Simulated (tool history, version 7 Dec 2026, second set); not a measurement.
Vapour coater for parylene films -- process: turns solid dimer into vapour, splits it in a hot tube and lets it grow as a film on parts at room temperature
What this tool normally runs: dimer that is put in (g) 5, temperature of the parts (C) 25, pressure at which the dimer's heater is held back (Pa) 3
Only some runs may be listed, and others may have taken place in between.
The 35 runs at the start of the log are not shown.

run	hour	dimer that is put in (g)	temperature of the parts (C)	pressure at which the dimer's heater is held back (Pa)	hours of work since the trap's valve was overhauled	hours of work since the table's thermometer was calibrated	thickness of the film (µm)
36	1132.8	2	33	3	75	749	0.73
37	1169	2	33	3	92	766	0.72
38	1205.9	2	33	3	110	784	0.74
39	1248.5	2	33	3	130	804	0.67
40	1284.9	3	18	3	147	821	1.94
41	1305.5	3	18	3	157	831	1.85
42	1336.9	7	23	2.48	172	846	3.8
43	1368.9	7	23	2.48	187	861	3.83
44	1408.5	7	23	2.48	205	879	3.8
45	1442.2	7	23	11.74	221	895	2.66
46	1466.6	7	23	11.74	233	907	2.66

Consider 3 possible next runs. They are alternatives, not a sequence: every one starts from the tool as it was left by run 46. What does each give?
A	1497.8	3	29	10.33	247	922	?
B	1497.8	6	17	3	247	922	?
C	1497.8	4	37	11.74	247	922	?

run	thickness of the film (µm)
A	0.95
B	3.97
C	0.9
Had the tool no hidden state, the same runs would have come out as:
run	thickness of the film (µm)
A	0.96
B	3.99
C	0.91
